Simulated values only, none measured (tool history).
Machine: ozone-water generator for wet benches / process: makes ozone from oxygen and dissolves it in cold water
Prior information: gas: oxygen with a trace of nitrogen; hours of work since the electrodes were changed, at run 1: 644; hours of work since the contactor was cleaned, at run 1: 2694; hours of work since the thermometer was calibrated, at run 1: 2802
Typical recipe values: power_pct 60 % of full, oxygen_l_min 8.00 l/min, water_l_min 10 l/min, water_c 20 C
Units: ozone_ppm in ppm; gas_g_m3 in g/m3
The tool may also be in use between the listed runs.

run,hour,power_pct,oxygen_l_min,water_l_min,water_c,hours of work since the electrodes were changed,hours of work since the contactor was cleaned,hours of work since the thermometer was calibrated,ozone_ppm,gas_g_m3
1,0.0,60,8.00,10,20,644,2694,2802,23.0,135.3
2,38.3,51,8.00,10,20,679,2729,2837,20.9,122.4
3,124.7,51,8.00,10,20,758,2808,2916,20.9,121.6
4,169.2,51,8.00,10,20,798,2848,2956,20.8,121.4
5,214.3,51,8.00,10,20,839,2889,2997,21.0,121.5
# hour 249.3: water thermometer calibrated
6,286.3,51,8.00,10,20,904,2954,34,21.1,120.3
7,373.9,60,8.00,6,20,984,3034,113,29.8,135.0
8,426.8,60,8.00,6,20,1032,3082,161,29.4,136.4
9,492.2,60,4.85,6,20,1092,3142,221,35.2,177.4
10,556.7,60,6.02,10,20,1150,3201,280,24.5,156.2
11,636.5,60,8.00,7,20,1223,3273,352,27.3,132.7
12,710.6,60,4.19,10,20,1290,3341,420,26.2,192.4
13,757.8,60,4.19,10,20,1333,3384,463,26.5,193.4
14,815.3,60,8.00,10,15,1386,3436,515,25.6,133.6
15,872.2,61,8.00,10,20,1437,3488,567,23.0,136.1
16,960.2,61,8.00,10,20,1518,3568,647,23.3,135.3
17,1018.5,61,7.65,10,25,1571,3621,700,20.4,138.8
# hour 1027.1: contactor cleaned
18,1061.5,82,7.65,10,25,1606,31,735,24.6,165.8
19,1126.0,77,8.00,10,22,1665,90,794,25.3,155.1
20,1203.8,41,8.00,12,13,1736,161,865,18.3,103.7
21,1289.3,60,8.00,10,18,1813,239,943,23.1,131.9
22,1329.0,60,8.00,13,20,1850,275,979,18.9,132.2
# hour 1401.3: contactor cleaned, once more
23,1416.6,60,8.00,13,20,1926,14,1055,20.0,134.0
24,1482.4,94,14.28,13,20,1986,74,1115,21.8,124.4
25,1535.1,94,14.28,13,20,2033,122,1163,21.7,124.5
26,1610.2,50,8.44,13,27,2102,190,1231,15.1,114.3
27,1648.3,60,4.42,10,20,2136,225,1266,26.1,183.7
28,1688.4,60,8.00,12,20,2173,261,1302,20.5,131.9
29,1738.7,60,8.00,12,20,2219,307,1348,20.5,131.8
30,1796.9,75,6.95,7,20,2272,360,1401,33.1,161.5
31,1857.0,60,8.00,8,27,2326,415,1456,21.6,131.3
32,1929.2,60,8.00,8,27,2392,480,1521,21.6,130.8

Below, some changes in ozone_ppm between adjacent runs. For each, the amount present without the hidden state too (settings, incoming material, random variation) and the amount remaining for the hidden state with gauge scatter not shared by both compared results:
The tool's hidden condition here consists of: yield of the discharge, % of new electrodes'; contactor's efficiency, % of a clean one's; true water temperature over the reading, C; drift of the gauge itself on ozone_ppm, %; drift of the gauge itself on gas_g_m3, %.
Run 17 -> 18: power_pct 61 -> 82, contactor cleaned. ozone_ppm +4.2 ppm: hidden state -0.8, all else +5.0.
Run 22 -> 23: contactor cleaned, once more. ozone_ppm +1.1 ppm: hidden state +1.0, all else +0.1.
Run 26 -> 27: power_pct 50 -> 60, oxygen_l_min 8.44 -> 4.42, water_l_min 13 -> 10, water_c 27 -> 20. ozone_ppm +11.0 ppm: hidden state -0.7, all else +11.7.
Run 29 -> 30: power_pct 60 -> 75, oxygen_l_min 8.00 -> 6.95, water_l_min 12 -> 7. ozone_ppm +12.6 ppm: hidden state -0.9, all else +13.5.
Run 30 -> 31: power_pct 75 -> 60, oxygen_l_min 6.95 -> 8.00, water_l_min 7 -> 8, water_c 20 -> 27. ozone_ppm -11.5 ppm: hidden state +0.8, all else -12.3.
